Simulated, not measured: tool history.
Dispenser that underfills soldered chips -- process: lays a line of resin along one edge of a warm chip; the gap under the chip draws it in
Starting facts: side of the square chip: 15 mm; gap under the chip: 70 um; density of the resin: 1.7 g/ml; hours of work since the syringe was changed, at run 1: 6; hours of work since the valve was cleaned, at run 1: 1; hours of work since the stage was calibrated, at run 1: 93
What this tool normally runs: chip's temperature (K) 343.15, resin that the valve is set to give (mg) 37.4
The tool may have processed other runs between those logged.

run,day,chip's temperature (K),resin that the valve is set to give (mg),hours of work since the syringe was changed,hours of work since the valve was cleaned,hours of work since the stage was calibrated,time until the resin shows at the far edge (s),resin that the valve gave (mg)
1,0,343.15,37.4,6,1,93,350.7,37.36
# day 0.225: new syringe of resin
2,0.508,343.15,37.4,4,9,100,307.7,37.2
# day 0.85: new syringe of resin
3,0.883,343.15,37.4,1,14,106,236,37.1
# day 1.433: new syringe of resin
4,1.558,343.15,37.4,2,24,116,257.2,36.83
# day 2.042: new syringe of resin
5,2.15,343.15,37.4,2,33,125,251.4,36.87
6,2.562,343.15,37.4,8,39,131,410.2,36.52
# day 2.654: new syringe of resin
7,2.888,343.15,34.9,3,44,135,313.6,34.2
# day 3.292: new syringe of resin
8,3.533,343.15,37.4,4,54,145,313.2,36.5
# day 3.904: new syringe of resin
9,4.029,343.15,37.4,2,61,152,261,36.25
# day 4.496: new syringe of resin
10,4.604,332.15,37.4,2,70,161,360.7,36.38
11,4.988,332.15,37.4,7,75,167,570.3,36.01
# day 5.083: dispensing valve cleaned and set on the balance
# day 5.125: new syringe of resin
12,5.35,332.15,37.4,3,4,171,410.3,37.33
# day 5.754: new syringe of resin
13,6.062,332.15,37.4,5,14,182,446.5,37.09
# day 6.342: new syringe of resin
14,6.467,343.15,44.8,2,20,188,259.4,44.4
# day 6.946: new syringe of resin
15,6.946,341.15,36.4,0,27,195,251.8,35.84
16,7.262,333.15,38.7,5,32,200,457.2,38.04
# day 7.554: new syringe of resin
17,7.6,347.15,38,1,37,205,215.8,37.33
# day 8.142: new syringe of resin
18,8.225,347.15,38,1,46,214,228,37.03
# day 8.733: new syringe of resin
19,8.879,347.15,38,2,56,224,241.5,36.98
20,9.262,329.15,37.4,8,62,229,661.1,36.41
# day 9.317: new syringe of resin
21,9.858,333.15,45,8,71,238,581.8,43.48
# day 9.925: new syringe of resin
# day 10.233: dispensing valve cleaned and set on the balance
# day 10.55: new syringe of resin
22,10.612,333.15,45,1,6,249,330.9,44.92
23,10.908,354.15,36.8,5,10,253,253.8,36.66
# day 11.133: new syringe of resin
24,11.492,329.15,47.1,5,19,262,534.3,46.82

Run 25 has not been measured yet. What should we expect?
# day 11.717: new syringe of resin
25,12.183,330.15,37.4,7,29,272,?,?

{"run 25": {"time until the resin shows at the far edge (s)": 610.4, "resin that the valve gave (mg)": 36.92}}
Were there no unlogged condition in the tool, this run, its random variation unchanged, would have produced time until the resin shows at the far edge (s) 333.9, resin that the valve gave (mg) 37.38.

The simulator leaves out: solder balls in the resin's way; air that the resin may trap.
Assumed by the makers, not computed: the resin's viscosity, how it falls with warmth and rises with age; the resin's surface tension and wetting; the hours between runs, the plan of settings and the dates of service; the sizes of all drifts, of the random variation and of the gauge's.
